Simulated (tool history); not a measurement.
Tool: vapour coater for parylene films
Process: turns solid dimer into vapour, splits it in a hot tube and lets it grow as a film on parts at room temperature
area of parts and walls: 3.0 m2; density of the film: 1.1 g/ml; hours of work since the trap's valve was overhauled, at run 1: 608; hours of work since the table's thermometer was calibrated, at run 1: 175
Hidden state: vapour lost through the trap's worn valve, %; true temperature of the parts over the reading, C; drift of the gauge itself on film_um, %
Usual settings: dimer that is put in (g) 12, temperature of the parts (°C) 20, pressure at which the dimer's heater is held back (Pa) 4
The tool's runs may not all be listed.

run   hour  dimer that is put in (g)  temperature of the parts (°C)  pressure at which the dimer's heater is held back (Pa)  hours of work since the trap's valve was overhauled  hours of work since the table's thermometer was calibrated  thickness of the film (um)
  1      0                        12                             20                                                       4                                                  608                                                         175                        2.14
  2   14.4                        12                             20                                                       4                                                  619                                                         185                        2.14
  3   24.3                        12                             27                                                       4                                                  626                                                         193                         1.9
  4   37.5                        12                             27                                                       4                                                  636                                                         202                        1.89
  5   44.2                        12                             27                                                       4                                                  641                                                         207                        1.89
  6   57.4                        12                             13                                                       4                                                  650                                                         217                        2.41
  7   69.2                        15                             13                                                       4                                                  659                                                         226                        3.04
  8   79.3                        15                             13                                                       4                                                  666                                                         233                        3.06
  9   95.7                        12                             20                                                    5.97                                                  678                                                         245                           2
 10  108.2                        12                             20                                                    5.97                                                  688                                                         254                        1.99
     113.5  -- trap's valve overhauled
 11  120.3                        12                             20                                                    5.97                                                    5                                                         260                        1.94
 12  128.6                        12                             20                                                    5.97                                                   11                                                         266                           2
 13  144.8                        12                             20                                                    5.97                                                   23                                                         278                        2.01
 14  158.7                        10                             20                                                       4                                                   33                                                         288                        1.81
 15  171.3                         6                             15                                                       4                                                   42                                                         298                        1.17
 16  181.8                         6                             15                                                       4                                                   50                                                         305                        1.16
 17  190.1                        12                             16                                                       4                                                   56                                                         311                        2.31
 18  196.8                        12                             16                                                       4                                                   61                                                         316                         2.3
 19    205                         6                             27                                                    8.49                                                   67                                                         322                        0.83
 20  219.6                         6                             27                                                    8.49                                                   78                                                         333                        0.84
 21  233.4                         6                             27                                                    8.49                                                   88                                                         343                        0.82
 22  243.9                         6                             27                                                    8.49                                                   96                                                         351                        0.84
 23  251.1                        11                             26                                                    4.73                                                  101                                                         356                        1.73
 24  258.8                        12                             28                                                       4                                                  107                                                         362                        1.88
 25    272                        14                             20                                                    2.51                                                  116                                                         372                        2.68

Forecast each of these 5 alternatives for the next run:
  A  280.2                        14                             20                                                    2.83                                                  122                                                         378                           ?
  B  280.2                        14                             20                                                    2.51                                                  122                                                         378                           ?
  C  280.2                        19                             13                                                     6.1                                                  122                                                         378                           ?
  D  280.2                         9                             20                                                    2.63                                                  122                                                         378                           ?
  E  280.2                        15                             15                                                       4                                                  122                                                         378                           ?

run  thickness of the film (um)
  A                        2.64
  B                        2.72
  C                         3.6
  D                        1.77
  E                        2.91
Without the tool's hidden state the same runs would have given:
run  thickness of the film (um)
  A                        2.64
  B                        2.72
  C                         3.6
  D                        1.77
  E                        2.91

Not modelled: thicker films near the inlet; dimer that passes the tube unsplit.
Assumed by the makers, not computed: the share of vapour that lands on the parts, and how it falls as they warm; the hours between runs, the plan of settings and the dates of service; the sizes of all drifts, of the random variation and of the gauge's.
